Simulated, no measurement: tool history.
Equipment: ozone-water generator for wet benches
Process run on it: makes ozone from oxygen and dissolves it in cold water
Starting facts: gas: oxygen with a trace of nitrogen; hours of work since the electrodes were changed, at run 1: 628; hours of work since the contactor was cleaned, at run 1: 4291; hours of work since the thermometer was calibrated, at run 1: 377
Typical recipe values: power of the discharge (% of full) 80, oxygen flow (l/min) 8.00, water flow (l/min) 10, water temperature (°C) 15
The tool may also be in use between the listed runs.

run     day  power of the discharge (% of full)  oxygen flow (l/min)  water flow (l/min)  water temperature (°C)  hours of work since the electrodes were changed  hours of work since the contactor was cleaned  hours of work since the thermometer was calibrated  dissolved ozone (ppm)  ozone in the gas ahead of the water (g/m3)
  1   0.000                                  80                 8.00                  10                      15                                              628                                           4291                                                 377                   48.4                                       243.2
  2   1.083                                  80                 8.00                  10                      15                                              650                                           4313                                                 399                   48.4                                       244.8
  3   2.379                                  80                 8.00                  10                      15                                              677                                           4340                                                 425                   48.5                                       244.8
  4   3.504                                  80                 8.00                  10                      15                                              700                                           4363                                                 448                   48.3                                       247.2
  5   4.754                                  80                 8.00                  10                      15                                              725                                           4388                                                 474                   48.4                                       244.7
  6   6.104                                  80                 8.00                  10                      15                                              753                                           4416                                                 501                   48.1                                       245.5
  7   6.712                                  80                 8.00                  10                      15                                              765                                           4429                                                 514                   48.4                                       247.7
  8   7.654                                  80                 8.00                  10                      15                                              785                                           4448                                                 533                   48.0                                       246.1
  9   9.008                                  80                 8.00                  10                      15                                              812                                           4475                                                 561                   48.2                                       246.2
 10   9.646                                  80                11.26                  10                      15                                              825                                           4489                                                 574                   47.7                                       219.8
 11  10.488                                  80                 8.00                  10                      15                                              842                                           4506                                                 591                   47.8                                       243.2
 12  11.183                                  80                 8.00                  10                      15                                              857                                           4520                                                 605                   48.4                                       247.4
 13  11.908                                  80                 8.00                  10                      15                                              872                                           4535                                                 620                   48.5                                       246.1
 14  12.954                                  80                 8.00                  10                      15                                              893                                           4556                                                 642                   48.0                                       246.8
 15  14.100                                  80                 8.00                  10                      15                                              916                                           4580                                                 665                   48.2                                       248.0
 16  15.354                                  80                 5.29                  10                      15                                              942                                           4605                                                 691                   48.2                                       281.5
 17  16.238                                  80                11.42                  14                       9                                              960                                           4623                                                 709                   44.0                                       220.7
 18  17.233                                  88                 7.70                  11                      22                                              981                                           4644                                                 729                   42.3                                       272.7
 19  18.150                                  68                 7.70                   7                      10                                              999                                           4663                                                 748                   58.1                                       219.2
 20  19.279                                  68                 7.70                   7                      10                                             1022                                           4686                                                 771                   56.9                                       217.9
 21  20.196                                  68                 7.70                   7                      10                                             1041                                           4704                                                 790                   57.5                                       218.7

Expected results for the next run?
 22  21.212                                  41                 8.00                  12                      15                                             1062                                           4725                                                 811                      ?                                           ?

Run 22 yielded dissolved ozone (ppm) 24.6, ozone in the gas ahead of the water (g/m3) 143.0.
Had the tool carried no hidden state, the very same run would have given dissolved ozone (ppm) 24.6, ozone in the gas ahead of the water (g/m3) 140.3.

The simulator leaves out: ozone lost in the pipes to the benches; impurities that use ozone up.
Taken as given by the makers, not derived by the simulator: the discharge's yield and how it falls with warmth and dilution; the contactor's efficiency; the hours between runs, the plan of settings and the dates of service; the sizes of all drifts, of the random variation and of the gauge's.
